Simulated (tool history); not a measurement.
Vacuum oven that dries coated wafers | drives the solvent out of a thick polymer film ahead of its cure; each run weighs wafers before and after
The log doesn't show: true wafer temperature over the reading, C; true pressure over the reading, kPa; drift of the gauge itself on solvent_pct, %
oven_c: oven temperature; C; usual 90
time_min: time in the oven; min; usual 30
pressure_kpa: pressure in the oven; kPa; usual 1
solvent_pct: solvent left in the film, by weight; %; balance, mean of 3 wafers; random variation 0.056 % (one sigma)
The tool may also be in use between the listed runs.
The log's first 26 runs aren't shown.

run,day,oven_c,time_min,pressure_kpa,hours of work since the thermocouples were calibrated,hours of work since the vacuum gauge was cleaned of residue,solvent_pct
27,63.529,94,30,3.44,493,1357,3.78
28,65.875,92,22,1.99,532,1397,5.33
29,69.425,99,22,2.03,592,1457,2.69
30,72.858,89,30,0.94,650,1515,4.06
# day 73.208: vacuum gauge cleaned of residue and calibrated
31,74.842,93,29,2.62,683,28,3.87
32,77.567,85,23,2.53,728,74,9.07
33,81.029,99,31,0.73,787,132,1.14
34,82.946,99,31,0.73,819,164,1.09
35,85.121,99,20,1.71,856,201,3.06
36,88.517,95,28,0.64,913,258,2.4
# day 89.571: vacuum gauge cleaned of residue and calibrated, once more
37,90.188,95,28,0.64,940,10,2.19

Run 38 comes next. What will it give?
38,93.246,95,28,0.64,992,62,?

Run 38 gave solvent_pct 2.24 %.
Without the tool's hidden state the same run would have given solvent_pct 1.75 %.
